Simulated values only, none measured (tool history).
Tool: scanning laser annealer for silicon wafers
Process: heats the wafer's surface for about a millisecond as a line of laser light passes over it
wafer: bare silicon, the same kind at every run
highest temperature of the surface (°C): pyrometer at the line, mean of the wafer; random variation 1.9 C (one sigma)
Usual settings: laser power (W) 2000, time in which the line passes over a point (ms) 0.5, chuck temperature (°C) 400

run,hour,laser power (W),time in which the line passes over a point (ms),chuck temperature (°C),highest temperature of the surface (°C)
1,0,2000,0.5,400,1200
2,30.2,2000,0.586,400,1271
3,71.9,2000,0.586,400,1274
4,122.1,2000,0.586,400,1271
5,152.6,2000,0.5,400,1196
6,184.5,2000,0.5,417,1212
7,238.7,2106,0.513,375,1227
8,295.7,2175,0.508,400,1278
9,337.2,2175,0.508,400,1276
10,390.8,2175,0.508,400,1271
11,432.7,1949,0.615,400,1259

Forecast each of these 4 alternatives for the next run:
A,496.3,1949,0.601,382,?
B,496.3,1973,0.418,365,?
C,496.3,2033,0.5,411,?
D,496.3,2063,0.615,432,?

run,highest temperature of the surface (°C)
A,1224
B,1063
C,1208
D,1346
Without the tool's hidden state the same runs would have given:
run,highest temperature of the surface (°C)
A,1254
B,1088
C,1237
D,1379
